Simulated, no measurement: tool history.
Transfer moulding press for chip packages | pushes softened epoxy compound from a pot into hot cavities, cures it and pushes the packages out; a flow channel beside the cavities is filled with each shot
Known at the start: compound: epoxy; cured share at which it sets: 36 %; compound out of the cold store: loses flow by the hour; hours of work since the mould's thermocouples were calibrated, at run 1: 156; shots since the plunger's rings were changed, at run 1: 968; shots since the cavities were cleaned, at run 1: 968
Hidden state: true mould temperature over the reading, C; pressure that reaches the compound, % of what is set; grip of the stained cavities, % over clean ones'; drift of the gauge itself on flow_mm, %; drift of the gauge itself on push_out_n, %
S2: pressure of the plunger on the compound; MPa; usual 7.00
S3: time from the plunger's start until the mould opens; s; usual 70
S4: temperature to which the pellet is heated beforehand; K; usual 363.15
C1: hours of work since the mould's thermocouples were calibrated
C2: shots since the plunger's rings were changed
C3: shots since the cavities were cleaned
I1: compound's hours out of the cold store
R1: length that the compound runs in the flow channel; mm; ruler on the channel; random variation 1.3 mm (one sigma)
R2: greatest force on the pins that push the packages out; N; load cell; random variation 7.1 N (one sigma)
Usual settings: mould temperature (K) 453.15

{"run": 1, "hour": 0.0, "mould temperature (K)": 453.15, "S2": 7.0, "S3": 70, "S4": 363.15, "C1": 156, "C2": 968, "C3": 968, "I1": 29.0, "R1": 513, "R2": 463}
{"hour": 7.3, "done": "cavities cleaned with cleaning compound and waxed"}
{"run": 2, "hour": 13.0, "mould temperature (K)": 453.15, "S2": 7.0, "S3": 70, "S4": 363.15, "C1": 162, "C2": 1132, "C3": 81, "I1": 18.5, "R1": 537, "R2": 383}
{"run": 3, "hour": 28.8, "mould temperature (K)": 453.15, "S2": 7.0, "S3": 110, "S4": 363.15, "C1": 171, "C2": 1356, "C3": 305, "I1": 24.1, "R1": 522, "R2": 328}
{"run": 4, "hour": 44.3, "mould temperature (K)": 453.15, "S2": 7.0, "S3": 110, "S4": 363.15, "C1": 179, "C2": 1575, "C3": 524, "I1": 18.3, "R1": 538, "R2": 343}
{"run": 5, "hour": 54.4, "mould temperature (K)": 453.15, "S2": 7.0, "S3": 110, "S4": 363.15, "C1": 184, "C2": 1718, "C3": 667, "I1": 24.5, "R1": 522, "R2": 361}
{"run": 6, "hour": 69.6, "mould temperature (K)": 454.15, "S2": 7.0, "S3": 110, "S4": 363.15, "C1": 192, "C2": 1933, "C3": 882, "I1": 33.6, "R1": 498, "R2": 358}
{"hour": 83.6, "done": "cavities cleaned with cleaning compound and waxed"}
{"run": 7, "hour": 85.8, "mould temperature (K)": 454.15, "S2": 7.0, "S3": 110, "S4": 363.15, "C1": 200, "C2": 2143, "C3": 32, "I1": 34.6, "R1": 494, "R2": 277}
{"run": 8, "hour": 94.6, "mould temperature (K)": 453.15, "S2": 7.0, "S3": 70, "S4": 363.15, "C1": 205, "C2": 2267, "C3": 156, "I1": 27.4, "R1": 512, "R2": 384}
{"run": 9, "hour": 110.3, "mould temperature (K)": 453.15, "S2": 7.0, "S3": 70, "S4": 363.15, "C1": 213, "C2": 2489, "C3": 378, "I1": 19.3, "R1": 529, "R2": 415}
{"run": 10, "hour": 129.1, "mould temperature (K)": 453.15, "S2": 7.0, "S3": 70, "S4": 363.15, "C1": 223, "C2": 2755, "C3": 644, "I1": 37.2, "R1": 489, "R2": 433}
{"run": 11, "hour": 140.2, "mould temperature (K)": 458.15, "S2": 7.4, "S3": 60, "S4": 362.15, "C1": 229, "C2": 2913, "C3": 802, "I1": 30.2, "R1": 509, "R2": 458}
{"run": 12, "hour": 154.1, "mould temperature (K)": 446.15, "S2": 5.34, "S3": 70, "S4": 363.15, "C1": 236, "C2": 3110, "C3": 999, "I1": 30.7, "R1": 445, "R2": 701}
{"hour": 160.7, "done": "cavities cleaned with cleaning compound and waxed"}
{"run": 13, "hour": 170.4, "mould temperature (K)": 446.15, "S2": 5.34, "S3": 70, "S4": 363.15, "C1": 244, "C2": 3320, "C3": 138, "I1": 33.7, "R1": 439, "R2": 545}
{"run": 14, "hour": 189.2, "mould temperature (K)": 446.15, "S2": 5.34, "S3": 70, "S4": 363.15, "C1": 254, "C2": 3586, "C3": 404, "I1": 37.9, "R1": 431, "R2": 592}
{"run": 15, "hour": 205.8, "mould temperature (K)": 447.15, "S2": 8.11, "S3": 61, "S4": 362.15, "C1": 263, "C2": 3822, "C3": 640, "I1": 18.8, "R1": 574, "R2": 891}
{"run": 16, "hour": 213.6, "mould temperature (K)": 447.15, "S2": 8.11, "S3": 61, "S4": 362.15, "C1": 267, "C2": 3932, "C3": 750, "I1": 19.5, "R1": 573, "R2": 920}
{"run": 17, "hour": 223.8, "mould temperature (K)": 460.15, "S2": 8.11, "S3": 61, "S4": 362.15, "C1": 273, "C2": 4076, "C3": 894, "I1": 35.1, "R1": 515, "R2": 425}
{"hour": 237.1, "done": "cavities cleaned with cleaning compound and waxed"}
{"run": 18, "hour": 241.7, "mould temperature (K)": 451.15, "S2": 7.0, "S3": 58, "S4": 363.15, "C1": 281, "C2": 4310, "C3": 66, "I1": 35.7, "R1": 487, "R2": 583}
{"run": 19, "hour": 250.0, "mould temperature (K)": 453.15, "S2": 7.0, "S3": 54, "S4": 363.15, "C1": 286, "C2": 4427, "C3": 183, "I1": 17.3, "R1": 523, "R2": 707}

Forecast each of these 3 alternatives for the next run:
{"run": "A", "hour": 260.9, "mould temperature (K)": 453.15, "S2": 7.0, "S3": 70, "S4": 363.15, "C1": 291, "C2": 4581, "C3": 337, "I1": 31.8, "R1": "?", "R2": "?"}
{"run": "B", "hour": 260.9, "mould temperature (K)": 448.15, "S2": 6.57, "S3": 92, "S4": 363.15, "C1": 291, "C2": 4581, "C3": 337, "I1": 34.2, "R1": "?", "R2": "?"}
{"run": "C", "hour": 260.9, "mould temperature (K)": 461.15, "S2": 7.0, "S3": 70, "S4": 363.15, "C1": 291, "C2": 4581, "C3": 337, "I1": 35.0, "R1": "?", "R2": "?"}

run=A R1=492 R2=421
run=B R1=481 R2=363
run=C R1=474 R2=337
Without the tool's hidden state the same runs would have given:
run=A R1=512 R2=361
run=B R1=501 R2=307
run=C R1=493 R2=284
